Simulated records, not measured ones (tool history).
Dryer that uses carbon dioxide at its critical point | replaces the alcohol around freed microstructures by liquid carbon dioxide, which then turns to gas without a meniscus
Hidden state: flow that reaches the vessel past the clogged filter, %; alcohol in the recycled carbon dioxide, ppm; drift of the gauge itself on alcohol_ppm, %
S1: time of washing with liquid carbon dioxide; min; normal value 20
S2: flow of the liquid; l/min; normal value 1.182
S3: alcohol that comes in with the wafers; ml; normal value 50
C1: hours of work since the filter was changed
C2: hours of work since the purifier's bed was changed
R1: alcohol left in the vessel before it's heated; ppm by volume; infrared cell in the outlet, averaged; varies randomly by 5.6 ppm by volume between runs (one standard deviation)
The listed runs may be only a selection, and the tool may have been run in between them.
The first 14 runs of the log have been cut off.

run 15 hour=303 | S1=20 S2=1.182 S3=102 | C1=341 C2=314 | R1=469
run 16 hour=320.9 | S1=20 S2=1.182 S3=102 | C1=346 C2=320 | R1=473
run 17 hour=340.4 | S1=20 S2=1.182 S3=102 | C1=353 C2=326 | R1=471
run 18 hour=366.1 | S1=20 S2=1.182 S3=102 | C1=361 C2=334 | R1=485
run 19 hour=380.7 | S1=20 S2=1.182 S3=50 | C1=365 C2=339 | R1=259
run 20 hour=408.2 | S1=20 S2=1.51 S3=50 | C1=374 C2=347 | R1=108
run 21 hour=424.5 | S1=20 S2=1.51 S3=45 | C1=379 C2=353 | R1=100
-- hour=431 inlet filter changed
run 22 hour=442.1 | S1=20 S2=1.51 S3=45 | C1=4 C2=358 | R1=79
run 23 hour=473.7 | S1=25 S2=1.51 S3=45 | C1=13 C2=368 | R1=45
run 24 hour=497.3 | S1=25 S2=1.51 S3=45 | C1=21 C2=375 | R1=51
run 25 hour=521.8 | S1=24 S2=1.182 S3=50 | C1=29 C2=383 | R1=105
run 26 hour=547.5 | S1=14 S2=1.182 S3=30 | C1=37 C2=391 | R1=397
run 27 hour=576 | S1=14 S2=1.182 S3=30 | C1=46 C2=400 | R1=378
run 28 hour=594.2 | S1=20 S2=1.33 S3=50 | C1=52 C2=406 | R1=127
run 29 hour=608.3 | S1=18 S2=1.182 S3=56 | C1=56 C2=411 | R1=333
run 30 hour=639.9 | S1=18 S2=1.182 S3=56 | C1=66 C2=421 | R1=325
run 31 hour=668.2 | S1=21 S2=1.182 S3=94 | C1=75 C2=429 | R1=282
run 32 hour=681.4 | S1=21 S2=1.182 S3=94 | C1=79 C2=434 | R1=294
run 33 hour=713 | S1=21 S2=1.182 S3=94 | C1=89 C2=444 | R1=301
run 34 hour=728.3 | S1=21 S2=1.38 S3=24 | C1=94 C2=449 | R1=64
run 35 hour=750.5 | S1=29 S2=1.18 S3=50 | C1=101 C2=456 | R1=70
run 36 hour=779.6 | S1=29 S2=1.3 S3=50 | C1=110 C2=465 | R1=48
run 37 hour=798.6 | S1=20 S2=0.98 S3=50 | C1=116 C2=471 | R1=423

Run 38 comes next. What will it give?
run 38 hour=821.5 | S1=20 S2=1.68 S3=50 | C1=124 C2=478 | R1=?

R1: 61 ppm by volume
With no hidden state in the tool, this same run would have given R1 19 ppm by volume.
